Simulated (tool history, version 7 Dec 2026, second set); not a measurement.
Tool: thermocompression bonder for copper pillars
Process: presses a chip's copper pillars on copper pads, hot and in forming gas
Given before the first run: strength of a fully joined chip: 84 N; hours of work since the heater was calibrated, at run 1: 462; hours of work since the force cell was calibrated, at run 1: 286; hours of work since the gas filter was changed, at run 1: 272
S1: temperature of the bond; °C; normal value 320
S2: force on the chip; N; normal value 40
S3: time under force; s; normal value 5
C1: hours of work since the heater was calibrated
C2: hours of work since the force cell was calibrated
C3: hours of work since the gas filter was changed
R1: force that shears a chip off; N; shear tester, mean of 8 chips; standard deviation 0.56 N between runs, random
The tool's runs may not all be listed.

Run 1, day 0: usual settings; C1 462; C2 286; C3 272. Result: R1 53.7 N.
Run 2, day 0.542: usual settings; C1 470; C2 294; C3 281. Result: R1 53.6 N.
Run 3, day 1.088: usual settings; C1 478; C2 302; C3 289. Result: R1 53.2 N.
Run 4, day 1.471: usual settings but S1 306 °C; C1 484; C2 308; C3 295. Result: R1 47.7 N.
Run 5, day 1.738: usual settings but S1 306 °C; C1 488; C2 312; C3 299. Result: R1 47.7 N.
At day 1.846: force cell calibrated.
Run 6, day 2.271: usual settings but S1 306 °C; C1 495; C2 6; C3 306. Result: R1 47 N.
Run 7, day 2.833: usual settings; C1 504; C2 15; C3 314. Result: R1 52 N.
Run 8, day 3.3: usual settings; C1 511; C2 22; C3 321. Result: R1 52.3 N.

Run 9, settings as shown, results not yet in. Your forecast:
Run 9, day 3.621: usual settings but S1 291 °C, S3 13 s; C1 515; C2 27; C3 326. Result: R1 ?.

{"run 9": {"R1": 53.6}}
The same run, on a tool lacking any hidden state, would have yielded R1 63.3 N.
